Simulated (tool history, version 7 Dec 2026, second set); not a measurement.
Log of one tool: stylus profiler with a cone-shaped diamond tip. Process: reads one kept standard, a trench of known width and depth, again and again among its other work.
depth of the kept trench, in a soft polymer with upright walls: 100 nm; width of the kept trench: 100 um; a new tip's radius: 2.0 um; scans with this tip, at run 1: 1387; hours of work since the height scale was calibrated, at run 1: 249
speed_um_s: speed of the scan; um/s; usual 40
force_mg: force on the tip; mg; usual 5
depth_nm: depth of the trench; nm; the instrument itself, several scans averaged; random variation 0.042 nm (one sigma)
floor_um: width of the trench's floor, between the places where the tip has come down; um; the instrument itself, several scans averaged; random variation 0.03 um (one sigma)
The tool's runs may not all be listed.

run    hour  speed_um_s  force_mg  scans with this tip  hours of work since the height scale was calibrated  depth_nm  floor_um
  1       0          40         5                 1387                                                  249    100.97     98.62
  2    90.4          40         5                 1724                                                  310    100.86     98.62
  3   226.6          40         5                 2233                                                  401    100.86     98.62
  4   358.2          40         5                 2724                                                  489    100.76     98.52
  5   474.4          40         5                 3158                                                  567    100.65     98.58
  6   589.6          40         5                 3588                                                  644    100.73     98.53
  7   651.6          40         5                 3820                                                  686    100.76     98.54
  8   716.7          40         5                 4063                                                  730    100.71     98.46
  9   853.1         124         5                 4572                                                  821    100.61     98.41
 10   979.7          40         5                 5045                                                  906    100.53     98.48
 11    1083          40         5                 5431                                                  975    100.53     98.46
 12  1141.1          40       3.9                 5648                                                 1014    100.39     98.43
 13  1239.4          40         5                 6015                                                 1080    100.54     98.46
 14  1296.6          40         5                 6228                                                 1118    100.47     98.45
 15  1367.7          40         5                 6494                                                 1166    100.52     98.42
 16  1441.9          62         5                 6771                                                 1216    100.49     98.39
 17  1536.5          62         5                 7124                                                 1279     100.4     98.35
     1669.6  -- height scale calibrated on a step standard
 18  1669.6          40         5                 7619                                                    0    100.95     98.43
 19  1808.4          14         5                 8137                                                   93    100.84     98.52
 20  1916.4          14         5                 8541                                                  166    100.83     98.33
 21  2054.1          14         5                 9055                                                  258    100.78     98.39
 22  2176.9          40         5                 9513                                                  340     100.8     98.37
 23  2263.8          40         5                 9838                                                  398    100.74     98.31
 24  2332.1          40         5                10093                                                  444    100.82     98.36
 25  2471.8          26      13.8                10615                                                  538    101.69     98.34
 26  2577.9          26      13.8                11011                                                  609    101.69     98.36
 27  2700.2          26      13.8                11467                                                  691    101.67      98.3
 28  2789.5          26      13.8                11801                                                  751    101.53     98.31
     2810.6  -- new tip fitted, height scale calibrated
 29  2896.2          25      2.97                  320                                                   57     100.6     98.62
 30  2998.5          96      7.22                  702                                                  126     101.2     98.56
 31  3083.5          40      2.96                 1019                                                  183    100.54      98.6
 32  3156.4          44       2.5                 1291                                                  232    100.46     98.62
 33    3257          44       2.5                 1667                                                  299    100.36     98.55
 34  3342.5          14      4.69                 1986                                                  357    100.74     98.68
 35  3432.9          14      4.69                 2324                                                  417    100.65     98.65
 36  3542.9          16      3.73                 2734                                                  491    100.61      98.6
 37  3661.7          54      1.72                 3178                                                  571    100.14      98.5
 38  3783.4          65      5.53                 3632                                                  652    100.71     98.55
 39  3857.1          65      5.53                 3908                                                  702    100.68     98.49
 40  3953.5          65      5.53                 4268                                                  766     100.7     98.47
 41  4057.4          40      6.41                 4656                                                  836    100.72      98.5
 42    4173          27         5                 5087                                                  913    100.64      98.5
 43  4291.2         117      2.54                 5529                                                  993    100.21     98.24
 44  4383.2          40       2.3                 5872                                                 1054    100.06     98.43
 45  4484.7          32      2.42                 6251                                                 1122    100.07     98.46

Forecast each of these 5 alternatives for the next run:
  A  4576.5         100      2.35                 6594                                                 1184         ?         ?
  B  4576.5          32      4.64                 6594                                                 1184         ?         ?
  C  4576.5          12     13.38                 6594                                                 1184         ?         ?
  D  4576.5          24       4.2                 6594                                                 1184         ?         ?
  E  4576.5          21      3.27                 6594                                                 1184         ?         ?

run  depth_nm  floor_um
  A     99.95     98.26
  B    100.39     98.52
  C    101.36     98.53
  D     100.3     98.44
  E    100.24     98.46
Without the tool's hidden state the same runs would have given:
run  depth_nm  floor_um
  A    100.49     98.49
  B    100.93     98.75
  C    101.89     98.77
  D    100.83     98.67
  E    100.77      98.7
